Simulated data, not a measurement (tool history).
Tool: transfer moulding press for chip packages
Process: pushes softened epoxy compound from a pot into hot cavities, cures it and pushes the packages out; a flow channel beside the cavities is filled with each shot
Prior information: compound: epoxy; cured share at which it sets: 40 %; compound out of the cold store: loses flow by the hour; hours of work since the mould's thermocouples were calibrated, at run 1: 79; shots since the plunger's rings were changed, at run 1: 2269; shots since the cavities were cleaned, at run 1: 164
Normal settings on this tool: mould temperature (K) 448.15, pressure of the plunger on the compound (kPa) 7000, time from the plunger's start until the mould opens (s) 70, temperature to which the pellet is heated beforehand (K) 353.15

run	day	mould temperature (K)	pressure of the plunger on the compound (kPa)	time from the plunger's start until the mould opens (s)	temperature to which the pellet is heated beforehand (K)	hours of work since the mould's thermocouples were calibrated	shots since the plunger's rings were changed	shots since the cavities were cleaned	incoming compound's hours out of the cold store	length that the compound runs in the flow channel (mm)	greatest force on the pins that push the packages out (N)
1	0	448.15	7000	70	353.15	79	2269	164	18.9	798	820
2	1.175	448.15	7000	70	350.15	101	2741	636	43.5	723	1026
# day 2.288: cavities cleaned with cleaning compound and waxed
3	2.588	448.15	7000	70	350.15	125	3283	120	23.6	775	759
# day 3.883: plunger's sealing rings changed
4	4.146	448.15	7000	70	350.15	152	105	704	15.3	827	1191
5	4.883	448.15	7000	70	350.15	165	402	1001	33.8	767	1195
# day 5.117: cavities cleaned with cleaning compound and waxed
6	5.979	448.15	7000	70	350.15	184	817	348	42.4	743	951
7	6.642	448.15	7000	100	353.15	196	1082	613	16.8	811	607
# day 7.821: cavities cleaned with cleaning compound and waxed
8	7.879	448.15	7000	100	353.15	218	1556	25	23.7	787	367
9	8.771	448.15	7000	100	353.15	234	1914	383	40.6	739	555
10	10.158	448.15	7000	100	353.15	259	2470	939	43.7	714	679
# day 10.571: cavities cleaned with cleaning compound and waxed
11	10.862	448.15	7000	70	353.15	271	2728	117	39	731	731
12	11.675	454.15	7000	70	353.15	286	3054	443	37.4	714	689
13	12.967	448.15	7000	70	360.15	309	3574	963	45.2	709	1091
# day 13.267: cavities cleaned with cleaning compound and waxed
# day 13.654: plunger's sealing rings changed
14	13.896	448.15	7000	70	360.15	323	96	210	40.7	755	796
15	15.317	448.15	7000	70	360.15	349	669	783	28.9	781	1150
# day 16.15: cavities cleaned with cleaning compound and waxed
16	16.808	451.15	6840	87	347.15	375	1242	265	23.2	771	519
17	18.25	451.15	6840	87	347.15	401	1821	844	20.8	776	688

Run 18, settings as shown, results not yet in. Your forecast:
# day 18.892: cavities cleaned with cleaning compound and waxed
18	19.525	448.15	7000	70	354.15	423	2309	255	45.5	?	?

{"run 18": {"length that the compound runs in the flow channel (mm)": 723, "greatest force on the pins that push the packages out (N)": 882}}
Minus the tool's unlogged condition, the same run would have read length that the compound runs in the flow channel (mm) 743, greatest force on the pins that push the packages out (N) 563.

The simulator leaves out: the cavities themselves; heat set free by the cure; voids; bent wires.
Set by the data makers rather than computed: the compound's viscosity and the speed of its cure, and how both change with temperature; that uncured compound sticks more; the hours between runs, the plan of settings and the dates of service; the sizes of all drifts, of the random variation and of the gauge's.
